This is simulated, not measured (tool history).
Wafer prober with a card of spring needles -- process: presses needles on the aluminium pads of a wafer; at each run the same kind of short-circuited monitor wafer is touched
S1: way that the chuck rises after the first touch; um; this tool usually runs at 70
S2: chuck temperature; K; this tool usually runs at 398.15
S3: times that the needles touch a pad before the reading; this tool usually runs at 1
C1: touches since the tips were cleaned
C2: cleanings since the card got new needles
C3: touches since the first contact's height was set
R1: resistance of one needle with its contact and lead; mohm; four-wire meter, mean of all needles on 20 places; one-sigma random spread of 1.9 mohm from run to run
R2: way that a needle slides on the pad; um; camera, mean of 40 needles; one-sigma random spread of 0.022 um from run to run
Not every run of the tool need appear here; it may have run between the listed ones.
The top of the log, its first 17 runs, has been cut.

run   hour  S1      S2  S3    C1  C2      C3   R1     R2
 18  250.3  66  398.15   1  4830  11   74909  220   8.26
     256.7  -- tips cleaned on abrasive film
 19  264.1  66  398.15   1  2025  12   78659  217    8.3
     279.5  -- tips cleaned on abrasive film
 20  279.5  66  398.15   1     0  13   82840  206   8.25
 21  294.1  68  398.15   2  3996  13   86836  212   8.52
     302.6  -- tips cleaned on abrasive film
 22  310.6  90  398.15   2  2179  14   91307  208  11.27
     325.6  -- tips cleaned on abrasive film
 23  327.7  90  398.15   2   559  15   95947  204  11.29
 24  345.1  79  312.15   1  5335  15  100723  201   9.92
     348.5  -- tips cleaned on abrasive film
 25  361.8  56  310.15   1  3663  16  105269  213   6.96
     371.4  -- tips cleaned on abrasive film
 26  377.3  57  341.15   1  1602  17  109459  210    7.1
 27  386.2  77  341.15   3  4057  17  111914  198   9.57
     394.9  -- tips cleaned on abrasive film
 28  394.9  68  340.15   2     0  18  114252  193   8.46
 29  406.8  68  340.15   2  3265  18  117517  204   8.48
 30  415.2  68  340.15   2  5559  18  119811  202   8.44
     418.6  -- tips cleaned on abrasive film
 31  433.5  68  340.15   2  4085  19  124786  200   8.47
     442.3  -- tips cleaned on abrasive film
 32  444.9  61  336.15   1   714  20  127864  199   7.54
 33  455.1  58  305.15   1  3521  20  130671  209    7.2

3 ways to go on from here, each from the tool as it stands after run 33. What would each give?
     465.4  -- tips cleaned on abrasive film
  A  465.4  87  351.15   1   0  21  133460   ?   ?
     465.4  -- tips cleaned on abrasive film
  B  465.4  87  350.15   2   0  21  133460   ?   ?
     465.4  -- tips cleaned on abrasive film
  C  465.4  82  347.15   2   0  21  133460   ?   ?

run   R1     R2
  A  194  10.79
  B  195  10.88
  C  197  10.21
The same runs, with their run-to-run variation unchanged, on a tool lacking any hidden condition would have given:
run   R1     R2
  A  193  10.95
  B  194  11.04
  C  196  10.37

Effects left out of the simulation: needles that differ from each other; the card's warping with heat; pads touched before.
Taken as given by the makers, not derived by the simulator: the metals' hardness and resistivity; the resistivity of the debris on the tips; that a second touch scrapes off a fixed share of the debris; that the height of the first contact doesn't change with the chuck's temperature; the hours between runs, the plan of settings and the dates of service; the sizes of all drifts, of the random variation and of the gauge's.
